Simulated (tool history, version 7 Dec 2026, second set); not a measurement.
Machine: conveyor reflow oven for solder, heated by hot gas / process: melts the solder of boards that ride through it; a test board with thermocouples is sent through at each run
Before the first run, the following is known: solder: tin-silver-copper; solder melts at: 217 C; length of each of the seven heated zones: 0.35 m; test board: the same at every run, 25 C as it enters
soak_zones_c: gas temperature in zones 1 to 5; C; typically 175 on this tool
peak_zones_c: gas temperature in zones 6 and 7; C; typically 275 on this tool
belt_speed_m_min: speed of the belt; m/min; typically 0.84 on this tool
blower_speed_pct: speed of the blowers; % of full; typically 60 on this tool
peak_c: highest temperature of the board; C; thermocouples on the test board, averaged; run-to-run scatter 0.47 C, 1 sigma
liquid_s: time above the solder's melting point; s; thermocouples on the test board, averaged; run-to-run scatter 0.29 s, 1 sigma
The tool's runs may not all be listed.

{"run": 1, "hour": 0.0, "soak_zones_c": 175, "peak_zones_c": 275, "belt_speed_m_min": 0.84, "blower_speed_pct": 60, "peak_c": 246.1, "liquid_s": 33.3}
{"run": 2, "hour": 31.1, "soak_zones_c": 175, "peak_zones_c": 275, "belt_speed_m_min": 0.676, "blower_speed_pct": 60, "peak_c": 254.8, "liquid_s": 48}
{"run": 3, "hour": 64.2, "soak_zones_c": 172, "peak_zones_c": 275, "belt_speed_m_min": 0.84, "blower_speed_pct": 60, "peak_c": 246.3, "liquid_s": 31.9}
{"run": 4, "hour": 97.3, "soak_zones_c": 164, "peak_zones_c": 275, "belt_speed_m_min": 0.84, "blower_speed_pct": 60, "peak_c": 243.5, "liquid_s": 28.8}
{"run": 5, "hour": 126.7, "soak_zones_c": 164, "peak_zones_c": 275, "belt_speed_m_min": 0.84, "blower_speed_pct": 60, "peak_c": 243.4, "liquid_s": 28.6}
{"run": 6, "hour": 145.2, "soak_zones_c": 164, "peak_zones_c": 275, "belt_speed_m_min": 0.84, "blower_speed_pct": 60, "peak_c": 244.5, "liquid_s": 28.5}
{"run": 7, "hour": 177.6, "soak_zones_c": 164, "peak_zones_c": 275, "belt_speed_m_min": 0.84, "blower_speed_pct": 60, "peak_c": 242.8, "liquid_s": 28}
{"run": 8, "hour": 203.2, "soak_zones_c": 175, "peak_zones_c": 275, "belt_speed_m_min": 0.84, "blower_speed_pct": 75, "peak_c": 251.5, "liquid_s": 36.8}
{"run": 9, "hour": 237.7, "soak_zones_c": 175, "peak_zones_c": 275, "belt_speed_m_min": 0.84, "blower_speed_pct": 53, "peak_c": 242.2, "liquid_s": 29.8}
{"run": 10, "hour": 273.4, "soak_zones_c": 175, "peak_zones_c": 282, "belt_speed_m_min": 0.84, "blower_speed_pct": 53, "peak_c": 246.6, "liquid_s": 32.8}
{"run": 11, "hour": 294.7, "soak_zones_c": 175, "peak_zones_c": 282, "belt_speed_m_min": 0.78, "blower_speed_pct": 53, "peak_c": 249.8, "liquid_s": 37.8}
{"run": 12, "hour": 313.8, "soak_zones_c": 175, "peak_zones_c": 275, "belt_speed_m_min": 0.84, "blower_speed_pct": 60, "peak_c": 243.8, "liquid_s": 31.6}
{"run": 13, "hour": 339.2, "soak_zones_c": 175, "peak_zones_c": 275, "belt_speed_m_min": 0.84, "blower_speed_pct": 60, "peak_c": 243.7, "liquid_s": 31.6}
{"run": 14, "hour": 370.9, "soak_zones_c": 175, "peak_zones_c": 267, "belt_speed_m_min": 0.84, "blower_speed_pct": 60, "peak_c": 238, "liquid_s": 27.2}
{"run": 15, "hour": 396.8, "soak_zones_c": 175, "peak_zones_c": 275, "belt_speed_m_min": 0.84, "blower_speed_pct": 60, "peak_c": 244.2, "liquid_s": 31.3}
{"run": 16, "hour": 420.7, "soak_zones_c": 185, "peak_zones_c": 275, "belt_speed_m_min": 0.978, "blower_speed_pct": 77, "peak_c": 246.5, "liquid_s": 30.5}
{"run": 17, "hour": 443.7, "soak_zones_c": 171, "peak_zones_c": 275, "belt_speed_m_min": 0.978, "blower_speed_pct": 77, "peak_c": 246.7, "liquid_s": 27.4}
{"run": 18, "hour": 460.7, "soak_zones_c": 189, "peak_zones_c": 275, "belt_speed_m_min": 0.734, "blower_speed_pct": 58, "peak_c": 253.6, "liquid_s": 48.1}
{"run": 19, "hour": 494.8, "soak_zones_c": 175, "peak_zones_c": 275, "belt_speed_m_min": 0.862, "blower_speed_pct": 76, "peak_c": 251.3, "liquid_s": 35.6}
{"run": 20, "hour": 510.1, "soak_zones_c": 175, "peak_zones_c": 275, "belt_speed_m_min": 0.862, "blower_speed_pct": 76, "peak_c": 250.4, "liquid_s": 35.6}
{"run": 21, "hour": 535.6, "soak_zones_c": 175, "peak_zones_c": 269, "belt_speed_m_min": 0.86, "blower_speed_pct": 60, "peak_c": 240.2, "liquid_s": 28.8}
{"run": 22, "hour": 568.5, "soak_zones_c": 169, "peak_zones_c": 269, "belt_speed_m_min": 0.86, "blower_speed_pct": 54, "peak_c": 237.1, "liquid_s": 23.3}
{"run": 23, "hour": 601.7, "soak_zones_c": 171, "peak_zones_c": 287, "belt_speed_m_min": 0.747, "blower_speed_pct": 60, "peak_c": 258.9, "liquid_s": 44.1}
{"run": 24, "hour": 624.8, "soak_zones_c": 185, "peak_zones_c": 283, "belt_speed_m_min": 0.955, "blower_speed_pct": 60, "peak_c": 248.2, "liquid_s": 31.9}
{"run": 25, "hour": 655.5, "soak_zones_c": 185, "peak_zones_c": 283, "belt_speed_m_min": 0.955, "blower_speed_pct": 60, "peak_c": 248.1, "liquid_s": 31.9}
{"run": 26, "hour": 671.3, "soak_zones_c": 170, "peak_zones_c": 274, "belt_speed_m_min": 0.955, "blower_speed_pct": 61, "peak_c": 237.8, "liquid_s": 21.8}
{"run": 27, "hour": 701.9, "soak_zones_c": 183, "peak_zones_c": 279, "belt_speed_m_min": 0.918, "blower_speed_pct": 75, "peak_c": 252.6, "liquid_s": 35.8}
{"run": 28, "hour": 723.5, "soak_zones_c": 175, "peak_zones_c": 275, "belt_speed_m_min": 0.934, "blower_speed_pct": 60, "peak_c": 240.2, "liquid_s": 25.5}
{"run": 29, "hour": 754.3, "soak_zones_c": 175, "peak_zones_c": 275, "belt_speed_m_min": 0.759, "blower_speed_pct": 60, "peak_c": 248.7, "liquid_s": 38.9}

Removed from this log: 2 entries logged between the listed runs. Between which two listed runs does each belong, and how does the tool's hidden state at the listed run before it compare with that at the listed run after it?
In the gap between runs 9 and 10: flux residue cleaned out of gas plates and filters (hour 258.6)
  heat that the gas passes to the board, % of a clean oven's: 94.4 -> 92.2; belt's true speed, % of the reading: 99.14 -> 99.1; true gas temperature in zones 6 and 7 over the reading, C: -2.88 -> -2.97
  difference, measured minus the result without the unlogged condition, peak_c: -3.4 -> -4.3 C; liquid_s: -2.2 -> -2.4 s
In the gap between runs 16 and 17: flux residue cleaned out of gas plates and filters, once more (hour 440.6)
  heat that the gas passes to the board, % of a clean oven's: 90 -> 99.5; belt's true speed, % of the reading: 98.9 -> 98.88; true gas temperature in zones 6 and 7 over the reading, C: -3.43 -> -3.48
  difference, measured minus the result without the unlogged condition, peak_c: -5.9 -> -2.5 C; liquid_s: -2.9 -> -0.8 s

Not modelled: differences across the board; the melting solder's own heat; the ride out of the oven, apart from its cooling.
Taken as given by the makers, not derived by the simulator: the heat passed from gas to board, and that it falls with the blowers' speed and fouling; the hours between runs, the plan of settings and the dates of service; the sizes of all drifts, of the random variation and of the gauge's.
